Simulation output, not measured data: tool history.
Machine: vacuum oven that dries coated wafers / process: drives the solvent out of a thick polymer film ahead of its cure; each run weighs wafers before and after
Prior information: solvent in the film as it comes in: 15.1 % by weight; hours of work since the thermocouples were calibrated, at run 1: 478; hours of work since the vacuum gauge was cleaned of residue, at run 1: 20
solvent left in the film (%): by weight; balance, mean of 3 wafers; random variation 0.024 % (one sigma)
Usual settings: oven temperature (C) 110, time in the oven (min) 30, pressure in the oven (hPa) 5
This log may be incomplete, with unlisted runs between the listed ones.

run   hour  oven temperature (C)  time in the oven (min)  pressure in the oven (hPa)  hours of work since the thermocouples were calibrated  hours of work since the vacuum gauge was cleaned of residue  solvent left in the film (%)
  1      0                   110                      30                           5                                                    478                                                           20                          0.87
  2   26.7                   110                      30                           5                                                    496                                                           37                          0.87
  3   57.6                   110                      30                           5                                                    516                                                           57                          0.85
  4   91.4                   110                      30                           5                                                    538                                                           80                          0.87
  5  108.2                   110                      31                           5                                                    549                                                           91                          0.84
  6  139.1                   110                      31                           5                                                    569                                                          111                          0.83
  7  163.1                   110                      31                           5                                                    585                                                          127                          0.81
  8  197.5                   110                      30                           5                                                    608                                                          149                          0.86
  9    218                   110                      30                           5                                                    621                                                          163                          0.91
 10  251.5                   110                      30                           5                                                    643                                                          185                          0.95
     267.4  -- oven's thermocouples calibrated
 11  273.1                   110                      30                           5                                                      4                                                          198                          0.91
 12  292.8                   110                      30                           5                                                     17                                                          210                          0.92
 13  323.8                   110                      30                           5                                                     37                                                          231                          0.99
 14  349.6                   119                      30                           5                                                     54                                                          248                          0.27
 15  364.6                   119                      30                           5                                                     64                                                          258                          0.29
 16  398.4                   110                      30                           5                                                     86                                                          280                           0.9
 17  425.6                   110                      17                           5                                                    104                                                          298                          2.72
 18  452.9                   120                      30                        4.82                                                    122                                                          315                          0.24
     458.1  -- oven's thermocouples calibrated, once more
 19  474.8                   103                      19                        4.91                                                     11                                                          329                          3.61
 20  503.6                    96                      19                        4.91                                                     30                                                          347                          5.35
 21  527.3                    96                      30                       10.92                                                     45                                                          363                          3.62
 22    544                    96                      30                       10.92                                                     56                                                          374                          3.55
 23  576.6                    96                      30                       10.92                                                     78                                                          395                          3.59
 24  596.9                    95                      34                         4.3                                                     91                                                          409                          3.04
 25  630.9                    95                      37                         4.3                                                    113                                                          431                          2.75
 26  660.1                    95                      37                         4.3                                                    133                                                          450                          2.75
 27  677.7                    95                      37                         4.3                                                    144                                                          462                          2.74
 28  706.4                   110                      18                           5                                                    163                                                          480                           2.3
 29  720.6                   110                      25                           5                                                    172                                                          490                          1.32
 30  749.3                   110                      23                        6.79                                                    191                                                          509                          1.55
 31  773.2                   110                      28                       15.79                                                    207                                                          524                          1.36
 32  791.8                   117                      15                       13.23                                                    219                                                          536                          1.93

Measured less the same run without the tool's hidden state. The same run-to-run variation is in both; the gauge's scatter may not be:
What the log doesn't record here: true wafer temperature over the reading, C; true pressure over the reading, kPa; drift of the gauge itself on solvent_pct, %.
run  solvent left in the film (%)
  1                         +0.02
  2                         +0.03
  3                         +0.03
  4                         +0.04
  5                         +0.04
  6                         +0.04
  7                         +0.04
  8                         +0.05
  9                         +0.05
 10                         +0.05
 11                         +0.08
 12                         +0.08
 13                         +0.09
 14                         +0.04
 15                         +0.03
 16                         +0.09
 17                         +0.17
 18                         +0.04
 19                         -0.04
 20                         -0.04
 21                         -0.03
 22                         -0.02
 23                         -0.01
 24                         -0.01
 25                            +0
 26                         +0.01
 27                         +0.01
 28                         +0.01
 29                         +0.01
 30                         +0.02
 31                         +0.02
 32                         +0.01
